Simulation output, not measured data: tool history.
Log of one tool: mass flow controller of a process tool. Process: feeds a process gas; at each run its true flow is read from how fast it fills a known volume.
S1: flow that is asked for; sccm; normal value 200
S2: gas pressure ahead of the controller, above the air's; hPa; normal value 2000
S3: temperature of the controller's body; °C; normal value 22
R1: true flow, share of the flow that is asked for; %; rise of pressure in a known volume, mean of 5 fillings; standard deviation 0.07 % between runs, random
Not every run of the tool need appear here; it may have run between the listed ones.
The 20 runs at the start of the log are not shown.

run	hour	S1	S2	S3	R1
21	5879.9	79	1530	22	98.54
22	6318.1	195	1790	30	99.6
23	6737.3	359	2420	34	100.5
24	6999.5	359	1560	27	99.92
25	7429.8	359	1560	35	100.8
26	7750.6	64	1460	35	99.9
27	8008.6	64	1460	35	99.93
28	8339.3	64	1460	35	99.85
29	8748	59	2570	33	99.53
30	9152	436	2300	29	100.17
31	9472.5	436	2300	28	100.21
32	9761	57	1960	39	100.34

Alternative continuations, all from the tool just after run 32; predict every row:
A	10127.4	58	2730	22	?
B	10127.4	284	1680	25	?
C	10127.4	200	2000	33	?

run	R1
A	98.11
B	99.44
C	99.95
Stripped of hidden state, with their random variation kept, the same runs would have yielded:
run	R1
A	98.08
B	99.42
C	99.92

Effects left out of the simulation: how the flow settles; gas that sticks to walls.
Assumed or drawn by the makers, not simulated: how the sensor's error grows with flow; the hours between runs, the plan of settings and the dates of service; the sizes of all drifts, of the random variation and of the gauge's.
